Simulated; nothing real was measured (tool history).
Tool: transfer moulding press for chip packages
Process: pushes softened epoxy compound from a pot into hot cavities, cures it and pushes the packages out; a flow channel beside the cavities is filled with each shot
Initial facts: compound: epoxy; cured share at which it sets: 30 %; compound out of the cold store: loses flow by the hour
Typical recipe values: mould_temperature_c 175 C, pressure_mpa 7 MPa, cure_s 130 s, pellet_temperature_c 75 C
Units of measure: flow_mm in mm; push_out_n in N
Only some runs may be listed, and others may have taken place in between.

run,hour,mould_temperature_c,pressure_mpa,cure_s,pellet_temperature_c,incoming compound's hours out of the cold store,flow_mm,push_out_n
1,0,175,7,130,75,42.6,497,335
2,5.6,175,7,130,75,10,582,370
3,14.7,175,7,130,75,27.9,531,386
4,27.1,175,7,130,75,30.7,521,428
# hour 40.3: plunger's sealing rings changed
5,41,175,7,130,75,32.8,554,427
6,48,175,7,168,75,41.1,530,366
7,53.4,175,7,168,75,9.1,622,379
8,62.8,175,7,130,75,26.3,568,478
9,73.6,175,6.73,130,75,32.1,541,496
10,80.3,175,7,130,71,38.4,536,485
11,88.7,175,7,130,82,42.1,524,493
12,101.5,175,7,130,82,40.2,527,505
# hour 107.4: cavities cleaned with cleaning compound and waxed
13,113.8,175,5.48,130,82,10.2,545,585
14,119.5,175,5.48,130,82,34.7,481,538
15,130.2,175,5.48,130,82,16.8,522,573
16,143.1,170,7,130,75,11,629,823
17,154.1,177,7,130,77,29.2,549,500
# hour 156.7: cavities cleaned with cleaning compound and waxed, once more
18,167.6,177,7,130,69,20.1,572,276
19,174.2,177,7,130,69,31,541,285
20,181.4,177,7,130,69,41.3,517,316
21,188.7,171,7,130,69,25.2,576,492
22,194.6,177,7,130,73,18.7,575,361
23,202.2,177,7,130,73,35.3,529,361
24,213.7,173,5.34,136,65,31.8,480,443
25,225.3,169,7,130,79,22.4,589,700
26,236.5,181,7,110,74,32.2,521,439
27,244.3,177,5.3,149,68,45.5,438,394
28,251.7,177,5.3,149,68,27.8,473,402

A few steps of flow_mm between consecutive runs. Split each: what settings, incoming material and random variation would produce without the hidden state, and what is left over for the hidden state, along with gauge scatter present in only one of the two compared results (measured, and without hidden state):
Hidden state present: true mould temperature over the reading, C; pressure that reaches the compound, % of what is set; grip of the stained cavities, % over clean ones'; drift of the gauge itself on flow_mm, %; drift of the gauge itself on push_out_n, %.
Run 1 -> 2: nothing adjusted, nothing logged. flow_mm +85 mm: hidden state -5, all else +90.
Run 4 -> 5: plunger's sealing rings changed. flow_mm +33 mm: hidden state +35, all else -2.
Run 15 -> 16: mould_temperature_c 175 -> 170, pressure_mpa 5.48 -> 7, pellet_temperature_c 82 -> 75. flow_mm +107 mm: hidden state -3, all else +110.
Run 24 -> 25: mould_temperature_c 173 -> 169, pressure_mpa 5.34 -> 7, cure_s 136 -> 130, pellet_temperature_c 65 -> 79. flow_mm +109 mm: hidden state -5, all else +114.
